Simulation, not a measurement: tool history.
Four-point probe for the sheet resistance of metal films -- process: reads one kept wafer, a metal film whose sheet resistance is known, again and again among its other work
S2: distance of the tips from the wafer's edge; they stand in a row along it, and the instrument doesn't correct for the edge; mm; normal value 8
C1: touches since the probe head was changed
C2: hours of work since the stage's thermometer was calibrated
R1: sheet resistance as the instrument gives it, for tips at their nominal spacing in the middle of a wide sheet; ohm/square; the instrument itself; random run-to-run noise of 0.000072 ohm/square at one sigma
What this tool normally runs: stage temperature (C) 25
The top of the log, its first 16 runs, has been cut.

run 17 hour=665.5 | stage_temperature_(C)=25 S2=8 | C1=37975 C2=29 | R1=0.359130
run 18 hour=707.2 | stage_temperature_(C)=25 S2=8 | C1=38534 C2=48 | R1=0.359292
run 19 hour=742.9 | stage_temperature_(C)=25 S2=8 | C1=39015 C2=65 | R1=0.359281
-- hour=780.8 stage's thermometer calibrated, once more
run 20 hour=791.9 | stage_temperature_(C)=25 S2=8 | C1=39665 C2=5 | R1=0.358531
run 21 hour=847.3 | stage_temperature_(C)=25 S2=6 | C1=40409 C2=31 | R1=0.360844
run 22 hour=901.7 | stage_temperature_(C)=25 S2=8 | C1=41140 C2=57 | R1=0.358586
run 23 hour=956.0 | stage_temperature_(C)=18 S2=8 | C1=41869 C2=82 | R1=0.362625
run 24 hour=1010.6 | stage_temperature_(C)=33 S2=37 | C1=42602 C2=108 | R1=0.351513
run 25 hour=1052.2 | stage_temperature_(C)=32 S2=37 | C1=43160 C2=128 | R1=0.351861
run 26 hour=1096.9 | stage_temperature_(C)=26 S2=58 | C1=43761 C2=149 | R1=0.355081
run 27 hour=1139.9 | stage_temperature_(C)=22 S2=54 | C1=44337 C2=169 | R1=0.357456
run 28 hour=1169.9 | stage_temperature_(C)=23 S2=28 | C1=44741 C2=183 | R1=0.357125
run 29 hour=1209.8 | stage_temperature_(C)=25 S2=58 | C1=45276 C2=202 | R1=0.355806
run 30 hour=1237.1 | stage_temperature_(C)=25 S2=11 | C1=45643 C2=215 | R1=0.357277
run 31 hour=1269.2 | stage_temperature_(C)=25 S2=7 | C1=46074 C2=230 | R1=0.359600
run 32 hour=1306.1 | stage_temperature_(C)=22 S2=3 | C1=46569 C2=247 | R1=0.377435
run 33 hour=1347.0 | stage_temperature_(C)=23 S2=3 | C1=47119 C2=266 | R1=0.377026
run 34 hour=1375.1 | stage_temperature_(C)=25 S2=3 | C1=47495 C2=279 | R1=0.375837
run 35 hour=1420.7 | stage_temperature_(C)=25 S2=7 | C1=48108 C2=301 | R1=0.359680
run 36 hour=1467.5 | stage_temperature_(C)=33 S2=10 | C1=48737 C2=323 | R1=0.353479
run 37 hour=1495.6 | stage_temperature_(C)=33 S2=10 | C1=49114 C2=336 | R1=0.353450
run 38 hour=1531.1 | stage_temperature_(C)=33 S2=10 | C1=49590 C2=353 | R1=0.353502
run 39 hour=1557.9 | stage_temperature_(C)=33 S2=10 | C1=49951 C2=365 | R1=0.353414

What will run 40 give?
run 40 hour=1607.4 | stage_temperature_(C)=26 S2=41 | C1=50615 C2=389 | R1=?

{"run 40": {"R1": 0.355453}}
If the tool had no hidden condition, the same run with the same run-to-run variation would have returned R1 0.355994 ohm/square.

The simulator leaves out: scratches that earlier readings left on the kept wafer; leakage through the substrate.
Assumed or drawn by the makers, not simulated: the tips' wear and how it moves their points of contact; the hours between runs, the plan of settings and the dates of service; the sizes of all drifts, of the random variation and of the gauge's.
